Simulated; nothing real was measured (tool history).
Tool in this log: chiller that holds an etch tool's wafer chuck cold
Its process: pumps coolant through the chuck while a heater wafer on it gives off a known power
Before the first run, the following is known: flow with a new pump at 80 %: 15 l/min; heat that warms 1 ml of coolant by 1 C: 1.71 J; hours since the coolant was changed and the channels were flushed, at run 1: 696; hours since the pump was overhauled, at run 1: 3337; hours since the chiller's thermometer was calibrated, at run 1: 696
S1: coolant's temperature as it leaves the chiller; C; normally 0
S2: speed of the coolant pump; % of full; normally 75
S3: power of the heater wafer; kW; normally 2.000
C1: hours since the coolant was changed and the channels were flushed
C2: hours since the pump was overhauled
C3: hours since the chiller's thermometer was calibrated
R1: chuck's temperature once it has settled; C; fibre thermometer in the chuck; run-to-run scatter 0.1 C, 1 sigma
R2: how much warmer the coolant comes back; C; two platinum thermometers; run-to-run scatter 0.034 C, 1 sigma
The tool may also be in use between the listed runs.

| run | hour | S1 | S2 | S3 | C1 | C2 | C3 | R1 | R2 |
|---|---|---|---|---|---|---|---|---|---|
| 1 | 0.0 | 0 | 75 | 2.000 | 696 | 3337 | 696 | 22.0 | 5.51 |
| 2 | 113.3 | 0 | 75 | 2.000 | 809 | 3450 | 809 | 22.0 | 5.54 |
| 3 | 217.5 | 0 | 75 | 2.000 | 913 | 3554 | 913 | 22.1 | 5.47 |
| 4 | 368.9 | 0 | 75 | 2.000 | 1065 | 3706 | 1065 | 22.5 | 5.53 |
| 5 | 513.1 | 0 | 75 | 2.000 | 1209 | 3850 | 1209 | 22.6 | 5.66 |
| 6 | 632.6 | 0 | 75 | 2.567 | 1328 | 3969 | 1328 | 29.1 | 7.23 |
| 7 | 756.0 | 0 | 75 | 1.920 | 1452 | 4093 | 1452 | 22.0 | 5.43 |
| 8 | 888.5 | 0 | 75 | 1.920 | 1584 | 4225 | 1584 | 22.3 | 5.48 |
| 9 | 1034.5 | 0 | 75 | 1.920 | 1730 | 4371 | 1730 | 22.4 | 5.48 |
| 10 | 1110.4 | 0 | 75 | 2.000 | 1806 | 4447 | 1806 | 23.6 | 5.70 |
| 11 | 1226.8 | 0 | 75 | 2.000 | 1923 | 4563 | 1923 | 23.6 | 5.74 |
| 12 | 1333.8 | 0 | 75 | 2.000 | 2030 | 4670 | 2030 | 23.9 | 5.75 |
| 13 | 1420.7 | 0 | 75 | 2.000 | 2116 | 4757 | 2116 | 24.0 | 5.81 |
| 14 | 1535.1 | 0 | 75 | 2.630 | 2231 | 4872 | 2231 | 31.9 | 7.66 |
| 15 | 1643.1 | 9 | 75 | 2.630 | 2339 | 4980 | 2339 | 41.0 | 7.60 |
| 16 | 1711.5 | 0 | 75 | 2.000 | 2407 | 5048 | 2407 | 24.4 | 5.83 |
| 17 | 1787.7 | 0 | 72 | 1.177 | 2483 | 5124 | 2483 | 14.9 | 3.59 |
| 18 | 1882.3 | 0 | 72 | 1.177 | 2578 | 5219 | 2578 | 14.6 | 3.57 |
| 19 | 1973.4 | 0 | 99 | 1.327 | 2669 | 5310 | 2669 | 14.2 | 2.91 |
| 20 | 2134.3 | -8 | 77 | 1.165 | 2830 | 5471 | 2830 | 6.5 | 3.35 |
| 21 | 2244.6 | -8 | 77 | 1.165 | 2940 | 5581 | 2940 | 6.3 | 3.39 |
|  | 2257.3 | chiller's thermometer calibrated |
| 22 | 2399.1 | -8 | 77 | 1.165 | 3094 | 5735 | 142 | 6.6 | 3.46 |
| 23 | 2498.5 | 0 | 75 | 2.000 | 3193 | 5834 | 241 | 25.8 | 6.03 |
| 24 | 2619.1 | 0 | 75 | 2.000 | 3314 | 5955 | 362 | 25.8 | 5.98 |
|  | 2728.1 | chiller's thermometer calibrated, once more |
| 25 | 2736.4 | 0 | 75 | 2.000 | 3430 | 6071 | 8 | 26.2 | 6.05 |
| 26 | 2819.7 | 0 | 87 | 1.583 | 3513 | 6154 | 92 | 19.3 | 4.17 |
| 27 | 2907.0 | 0 | 61 | 2.000 | 3601 | 6242 | 179 | 29.9 | 7.52 |
|  | 2972.5 | coolant pump overhauled |
| 28 | 3060.7 | -9 | 77 | 2.000 | 3749 | 88 | 328 | 14.9 | 4.79 |
| 29 | 3180.9 | -3 | 85 | 2.978 | 3870 | 208 | 448 | 31.3 | 6.54 |
| 30 | 3343.0 | -3 | 85 | 1.248 | 4032 | 370 | 610 | 11.5 | 2.78 |
| 31 | 3449.7 | -1 | 86 | 2.000 | 4138 | 477 | 717 | 22.2 | 4.43 |
| 32 | 3564.6 | -1 | 86 | 2.000 | 4253 | 592 | 831 | 22.5 | 4.40 |

Consider 3 possible next runs. They are alternatives, not a sequence: every one starts from the tool as it was left by run 32. What does each give?
| A | 3659.6 | 0 | 75 | 1.517 | 4348 | 687 | 926 | ? | ? |
| B | 3659.6 | 9 | 70 | 2.525 | 4348 | 687 | 926 | ? | ? |
| C | 3659.6 | -6 | 75 | 1.184 | 4348 | 687 | 926 | ? | ? |

| run | R1 | R2 |
|---|---|---|
| A | 19.2 | 3.90 |
| B | 42.3 | 6.93 |
| C | 9.0 | 3.00 |
Had the tool no hidden state, the same runs would have come out as:
| run | R1 | R2 |
|---|---|---|
| A | 15.2 | 3.82 |
| B | 35.3 | 6.79 |
| C | 5.9 | 2.94 |
